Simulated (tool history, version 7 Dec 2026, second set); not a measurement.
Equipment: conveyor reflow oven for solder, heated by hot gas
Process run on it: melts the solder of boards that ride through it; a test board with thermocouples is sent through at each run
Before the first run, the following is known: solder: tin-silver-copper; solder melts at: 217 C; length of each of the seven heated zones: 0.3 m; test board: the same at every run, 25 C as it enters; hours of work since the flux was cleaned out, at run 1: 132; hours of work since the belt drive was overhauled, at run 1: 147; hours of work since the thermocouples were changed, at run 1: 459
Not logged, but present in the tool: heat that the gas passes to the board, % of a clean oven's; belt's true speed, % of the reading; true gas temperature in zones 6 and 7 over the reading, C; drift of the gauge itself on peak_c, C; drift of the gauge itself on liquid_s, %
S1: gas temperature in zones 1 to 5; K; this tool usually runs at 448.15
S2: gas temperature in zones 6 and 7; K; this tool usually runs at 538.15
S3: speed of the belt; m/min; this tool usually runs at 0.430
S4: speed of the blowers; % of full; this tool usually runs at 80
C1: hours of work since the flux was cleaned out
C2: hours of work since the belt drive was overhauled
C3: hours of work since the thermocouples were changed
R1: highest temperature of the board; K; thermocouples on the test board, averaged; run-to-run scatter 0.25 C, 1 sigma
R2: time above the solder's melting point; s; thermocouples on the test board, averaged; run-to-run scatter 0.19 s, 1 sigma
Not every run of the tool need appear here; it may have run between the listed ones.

Run 1, hour 0.0: usual settings; C1 132; C2 147; C3 459. Result: R1 529.35 K, R2 68.7 s.
Run 2, hour 9.6: usual settings; C1 136; C2 151; C3 463. Result: R1 529.55 K, R2 68.8 s.
Run 3, hour 16.6: usual settings; C1 139; C2 154; C3 466. Result: R1 529.15 K, R2 68.8 s.
Run 4, hour 23.7: usual settings; C1 142; C2 157; C3 469. Result: R1 529.35 K, R2 68.6 s.
Run 5, hour 36.4: usual settings but S4 56 % of full; C1 148; C2 162; C3 475. Result: R1 526.75 K, R2 65.4 s.
Run 6, hour 44.4: usual settings; C1 151; C2 166; C3 478. Result: R1 529.35 K, R2 68.5 s.
Run 7, hour 49.8: usual settings; C1 153; C2 168; C3 480. Result: R1 529.45 K, R2 68.8 s.
Run 8, hour 57.2: usual settings; C1 156; C2 171; C3 483. Result: R1 529.85 K, R2 69.1 s.
Run 9, hour 67.5: usual settings; C1 161; C2 175; C3 488. Result: R1 529.45 K, R2 68.4 s.
Run 10, hour 77.9: usual settings; C1 165; C2 179; C3 492. Result: R1 529.85 K, R2 68.8 s.
Run 11, hour 89.5: usual settings but S2 530.15 K; C1 170; C2 184; C3 497. Result: R1 521.65 K, R2 63.8 s.
At hour 94.6: belt drive overhauled, speed set with a stopwatch.
Run 12, hour 103.2: usual settings but S2 530.15 K; C1 174; C2 4; C3 501. Result: R1 521.35 K, R2 63.9 s.
Run 13, hour 115.6: usual settings but S2 548.15 K; C1 179; C2 9; C3 506. Result: R1 538.65 K, R2 74.0 s.
Run 14, hour 123.1: usual settings but S2 548.15 K; C1 182; C2 12; C3 509. Result: R1 538.85 K, R2 73.9 s.
Run 15, hour 130.1: usual settings but S2 548.15 K; C1 185; C2 15; C3 512. Result: R1 538.85 K, R2 73.6 s.
Run 16, hour 141.4: usual settings; C1 190; C2 20; C3 517. Result: R1 529.55 K, R2 68.6 s.
Run 17, hour 148.9: usual settings but S1 451.15 K, S2 529.15 K, S3 0.353 m/min, S4 66 % of full; C1 193; C2 23; C3 520. Result: R1 523.25 K, R2 82.0 s.
At hour 154.9: belt drive overhauled, speed set with a stopwatch, once more.
Run 18, hour 162.8: usual settings but S1 451.15 K, S2 529.15 K, S3 0.353 m/min, S4 66 % of full; C1 197; C2 3; C3 524. Result: R1 522.55 K, R2 81.5 s.
Run 19, hour 168.3: usual settings but S1 461.15 K, S2 529.15 K, S4 61 % of full; C1 199; C2 6; C3 526. Result: R1 520.45 K, R2 67.4 s.
Run 20, hour 175.8: usual settings but S3 0.477 m/min, S4 54 % of full; C1 203; C2 9; C3 529. Result: R1 522.95 K, R2 55.7 s.
Run 21, hour 186.4: usual settings but S1 433.15 K; C1 207; C2 13; C3 534. Result: R1 527.65 K, R2 62.2 s.
Run 22, hour 194.7: usual settings but S1 433.15 K; C1 210; C2 17; C3 537. Result: R1 527.25 K, R2 62.6 s.
Run 23, hour 203.5: usual settings but S1 436.15 K, S3 0.359 m/min; C1 214; C2 20; C3 541. Result: R1 531.35 K, R2 80.8 s.
Run 24, hour 211.5: usual settings but S1 442.15 K, S2 544.15 K, S3 0.503 m/min; C1 217; C2 24; C3 544. Result: R1 530.15 K, R2 56.0 s.
Run 25, hour 221.7: usual settings but S1 458.15 K, S3 0.463 m/min; C1 222; C2 28; C3 549. Result: R1 528.85 K, R2 66.6 s.
Run 26, hour 233.9: usual settings but S2 526.15 K, S4 74 % of full; C1 227; C2 33; C3 554. Result: R1 517.55 K, R2 59.5 s.
Run 27, hour 245.4: usual settings but S2 549.15 K, S3 0.423 m/min, S4 51 % of full; C1 232; C2 38; C3 558. Result: R1 535.65 K, R2 72.5 s.
Run 28, hour 257.0: usual settings but S2 549.15 K, S3 0.423 m/min, S4 51 % of full; C1 236; C2 43; C3 563. Result: R1 535.65 K, R2 72.3 s.
Run 29, hour 265.5: usual settings but S3 0.352 m/min, S4 62 % of full; C1 240; C2 46; C3 567. Result: R1 531.15 K, R2 86.2 s.
Run 30, hour 271.3: usual settings but S1 443.15 K, S4 84 % of full; C1 242; C2 49; C3 569. Result: R1 529.45 K, R2 66.5 s.
Run 31, hour 278.0: usual settings but S1 443.15 K, S4 84 % of full; C1 245; C2 51; C3 572. Result: R1 529.35 K, R2 66.6 s.

Alternative continuations, all from the tool just after run 31; predict every row:
Run A, hour 288.7: usual settings but S1 447.15 K, S4 81 % of full; C1 250; C2 56; C3 576. Result: R1 ?, R2 ?.
Run B, hour 288.7: usual settings but S1 462.15 K, S4 55 % of full; C1 250; C2 56; C3 576. Result: R1 ?, R2 ?.
Run C, hour 288.7: usual settings but S1 460.15 K; C1 250; C2 56; C3 576. Result: R1 ?, R2 ?.

run      R1    R2
  A  529.25  68.0
  B  527.85  72.2
  C  529.95  73.9
Without the tool's hidden state the same runs would have given:
run      R1    R2
  A  530.75  69.0
  B  529.25  73.0
  C  531.45  74.6

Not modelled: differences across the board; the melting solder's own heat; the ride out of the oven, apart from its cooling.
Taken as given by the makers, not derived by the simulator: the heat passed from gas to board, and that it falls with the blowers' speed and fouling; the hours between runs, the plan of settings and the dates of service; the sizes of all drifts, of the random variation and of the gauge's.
